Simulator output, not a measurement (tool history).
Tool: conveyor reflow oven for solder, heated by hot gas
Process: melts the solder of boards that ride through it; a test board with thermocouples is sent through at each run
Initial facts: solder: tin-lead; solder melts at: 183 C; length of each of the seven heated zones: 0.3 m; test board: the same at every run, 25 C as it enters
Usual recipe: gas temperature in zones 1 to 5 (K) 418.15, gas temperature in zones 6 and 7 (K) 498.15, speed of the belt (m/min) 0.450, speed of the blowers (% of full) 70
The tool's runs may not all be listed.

run     day  gas temperature in zones 1 to 5 (K)  gas temperature in zones 6 and 7 (K)  speed of the belt (m/min)  speed of the blowers (% of full)  highest temperature of the board (K)  time above the solder's melting point (s)
  1   0.000                               418.15                                498.15                      0.450                                70                                488.85                                       63.1
  2   3.417                               418.15                                498.15                      0.450                                70                                488.75                                       62.7
  3   5.383                               418.15                                498.15                      0.450                                70                                488.55                                       62.9
  4   8.592                               418.15                                498.15                      0.450                                70                                488.65                                       62.4
      8.875  -- thermocouples of zones 6 and 7 changed
  5  11.704                               418.15                                498.15                      0.450                                70                                486.35                                       61.1
  6  14.262                               418.15                                498.15                      0.450                                70                                486.25                                       60.8
  7  16.400                               418.15                                498.15                      0.450                                70                                486.35                                       60.6
  8  19.558                               418.15                                498.15                      0.450                                70                                486.25                                       61.0
  9  22.162                               418.15                                498.15                      0.450                                70                                485.75                                       60.2
 10  25.596                               418.15                                498.15                      0.362                                70                                490.75                                       81.9
 11  27.912                               418.15                                498.15                      0.362                                70                                490.85                                       82.2
     28.329  -- flux residue cleaned out of gas plates and filters
 12  31.092                               418.15                                487.15                      0.450                                61                                473.65                                       45.1
 13  33.646                               412.15                                509.15                      0.529                                61                                484.85                                       46.2
     35.271  -- flux residue cleaned out of gas plates and filters, once more
 14  37.025                               412.15                                509.15                      0.529                                61                                489.45                                       50.4
 15  39.104                               412.15                                509.15                      0.398                                71                                500.65                                       78.5
 16  41.333                               420.15                                498.15                      0.398                                71                                491.05                                       75.5
 17  42.929                               420.15                                498.15                      0.398                                71                                491.15                                       76.0
     44.333  -- belt drive overhauled, speed set with a stopwatch
 18  46.242                               420.15                                498.15                      0.398                                71                                490.55                                       73.7
 19  49.208                               418.15                                498.15                      0.378                                70                                491.25                                       77.4
 20  52.100                               418.15                                498.15                      0.378                                70                                491.05                                       77.5
 21  55.325                               431.15                                499.15                      0.372                                89                                495.95                                       89.0
 22  57.675                               431.15                                499.15                      0.372                                78                                494.45                                       88.3

How would selected steps in highest temperature of the board (K) from run to run divide? Give the signed amount a tool lacking its hidden state would still show from settings, what came in and random variation, and the signed amount left for the hidden state, including any gauge scatter that is not in both of the compared results.
The hidden state here: heat that the gas passes to the board, % of a clean oven's; belt's true speed, % of the reading; true gas temperature in zones 6 and 7 over the reading, C; drift of the gauge itself on peak_c, C; drift of the gauge itself on liquid_s, %.
Run 4 -> 5: thermocouples of zones 6 and 7 changed. highest temperature of the board (K) -2.30: hidden state -2.10, all else -0.20.
Run 11 -> 12: gas temperature in zones 6 and 7 (K) 498.15 -> 487.15, speed of the belt (m/min) 0.362 -> 0.450, speed of the blowers (% of full) 70 -> 61, flux residue cleaned out of gas plates and filters. highest temperature of the board (K) -17.20: hidden state -0.90, all else -16.30.
Run 12 -> 13: gas temperature in zones 1 to 5 (K) 418.15 -> 412.15, gas temperature in zones 6 and 7 (K) 487.15 -> 509.15, speed of the belt (m/min) 0.450 -> 0.529. highest temperature of the board (K) +11.20: hidden state -1.60, all else +12.80.
Run 13 -> 14: flux residue cleaned out of gas plates and filters, once more. highest temperature of the board (K) +4.60: hidden state +4.70, all else -0.10.
